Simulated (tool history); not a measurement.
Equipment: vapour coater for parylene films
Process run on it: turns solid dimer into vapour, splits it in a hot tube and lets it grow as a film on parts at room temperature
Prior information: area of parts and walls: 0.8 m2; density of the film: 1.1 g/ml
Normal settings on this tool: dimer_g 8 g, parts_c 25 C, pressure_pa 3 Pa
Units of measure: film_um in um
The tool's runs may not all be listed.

| run | hour | dimer_g | parts_c | pressure_pa | film_um |
|---|---|---|---|---|---|
| 1 | 0 | 8 | 25 | 3 | 6.47 |
| 2 | 38.3 | 8 | 25 | 3 | 6.51 |
| 3 | 60.3 | 8 | 25 | 3 | 6.52 |
| 4 | 102.7 | 8 | 25 | 3 | 6.49 |
| 5 | 147.8 | 8 | 25 | 3 | 6.54 |
| 6 | 193.8 | 8 | 25 | 3 | 6.51 |
| 7 | 220.9 | 8 | 25 | 3 | 6.58 |
| 8 | 243.8 | 8 | 25 | 3 | 6.46 |
| 9 | 294.1 | 8 | 25 | 3.81 | 6.21 |
| 10 | 321.8 | 8 | 25 | 3 | 6.54 |
| 11 | 347.7 | 11 | 25 | 3 | 9.08 |
| 12 | 373.1 | 11 | 25 | 3 | 9.03 |
| 13 | 413.7 | 11 | 25 | 3 | 8.95 |
| 14 | 443 | 11 | 25 | 3 | 9.03 |
| 15 | 493 | 11 | 25 | 3 | 8.98 |
| 16 | 518 | 11 | 20 | 3 | 10.22 |
| 17 | 555.1 | 10 | 25 | 3 | 8.22 |
| 18 | 599.8 | 12 | 25 | 2.34 | 10.39 |
| 19 | 636 | 6 | 35 | 2.3 | 4.04 |
| 20 | 671.3 | 5 | 19 | 2.71 | 4.76 |
| 21 | 709.9 | 10 | 25 | 2.22 | 8.7 |
| 22 | 752 | 9 | 26 | 7.99 | 5.96 |
| 23 | 794.4 | 10 | 21 | 2.2 | 9.46 |
| 24 | 827 | 8 | 31 | 8.68 | 4.67 |
| 25 | 866.8 | 12 | 25 | 5.01 | 8.94 |
| 26 | 904.8 | 8 | 25 | 2.21 | 6.88 |
| 27 | 947.3 | 8 | 25 | 2.21 | 6.92 |
| 28 | 981.3 | 8 | 36 | 2.03 | 5.42 |
| 29 | 1024.7 | 13 | 36 | 5.15 | 7.37 |
| 30 | 1051.8 | 13 | 36 | 5.15 | 7.36 |

Between the runs listed above, the log contained 3 entries, not reproduced here. Where in the sequence does each belong, and how does what the log doesn't record of the tool's condition differ from the listed run before to the listed run after?
Logged between run 1 and run 2: trap's valve overhauled (hour 37.8)
  vapour lost through the trap's worn valve, %: 0.3 -> 0
Logged between run 21 and run 22: table's thermometer calibrated (hour 729)
  true temperature of the parts over the reading, C: 0.03 -> 0
Logged between run 24 and run 25: trap's valve overhauled (hour 856.4)
  vapour lost through the trap's worn valve, %: 0.3 -> 0
